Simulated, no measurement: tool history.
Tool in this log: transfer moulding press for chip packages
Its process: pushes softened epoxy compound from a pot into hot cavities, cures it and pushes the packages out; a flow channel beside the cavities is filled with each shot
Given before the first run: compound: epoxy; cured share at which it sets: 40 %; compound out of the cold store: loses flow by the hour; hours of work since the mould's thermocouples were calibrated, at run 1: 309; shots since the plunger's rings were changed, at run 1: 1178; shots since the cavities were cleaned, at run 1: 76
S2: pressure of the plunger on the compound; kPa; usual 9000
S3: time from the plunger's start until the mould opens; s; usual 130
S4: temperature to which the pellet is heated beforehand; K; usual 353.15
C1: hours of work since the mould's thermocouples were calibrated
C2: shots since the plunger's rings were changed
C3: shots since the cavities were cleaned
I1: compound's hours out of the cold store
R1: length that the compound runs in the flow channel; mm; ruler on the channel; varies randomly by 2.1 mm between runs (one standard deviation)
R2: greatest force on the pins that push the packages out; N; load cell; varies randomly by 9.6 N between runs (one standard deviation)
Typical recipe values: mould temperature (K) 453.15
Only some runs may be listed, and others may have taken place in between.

Run 1, hour 0: usual settings; C1 309; C2 1178; C3 76; I1 10.4. Result: R1 820 mm, R2 542 N.
Run 2, hour 12.4: usual settings; C1 316; C2 1286; C3 184; I1 39.5. Result: R1 762 mm, R2 575 N.
Run 3, hour 22.4: usual settings; C1 322; C2 1374; C3 272; I1 46. Result: R1 748 mm, R2 630 N.
Run 4, hour 34.1: usual settings; C1 329; C2 1476; C3 374; I1 24.9. Result: R1 784 mm, R2 725 N.
Run 5, hour 47.6: usual settings; C1 336; C2 1594; C3 492; I1 17.4. Result: R1 802 mm, R2 766 N.
Run 6, hour 53.9: usual settings; C1 340; C2 1650; C3 548; I1 28.9. Result: R1 777 mm, R2 777 N.
Run 7, hour 61.5: usual settings; C1 344; C2 1715; C3 613; I1 10.5. Result: R1 812 mm, R2 791 N.
Run 8, hour 74.4: usual settings; C1 351; C2 1829; C3 727; I1 29. Result: R1 775 mm, R2 800 N.
Run 9, hour 86: usual settings but S4 360.15 K; C1 358; C2 1930; C3 828; I1 44.5. Result: R1 744 mm, R2 810 N.
At hour 88.7: cavities cleaned with cleaning compound and waxed.
Run 10, hour 99.2: usual settings but S4 360.15 K; C1 365; C2 2033; C3 92; I1 39.8. Result: R1 752 mm, R2 533 N.
Run 11, hour 108.5: usual settings but S4 360.15 K; C1 370; C2 2114; C3 173; I1 34.6. Result: R1 761 mm, R2 601 N.
Run 12, hour 117.4: usual settings; C1 375; C2 2191; C3 250; I1 20. Result: R1 791 mm, R2 652 N.
Run 13, hour 125.8: usual settings but S3 112 s; C1 380; C2 2265; C3 324; I1 41. Result: R1 747 mm, R2 845 N.
Run 14, hour 134.7: usual settings but S3 112 s; C1 385; C2 2342; C3 401; I1 12.9. Result: R1 802 mm, R2 936 N.

Estimate the outcome of run 15 from the log above:
Run 15, hour 143.9: usual settings but S3 112 s; C1 390; C2 2423; C3 482; I1 15.3. Result: R1 ?, R2 ?.

{"run 15": {"R1": 796, "R2": 945}}
Were there no unlogged condition in the tool, this run, its random variation unchanged, would have produced R1 820 mm, R2 532 N.
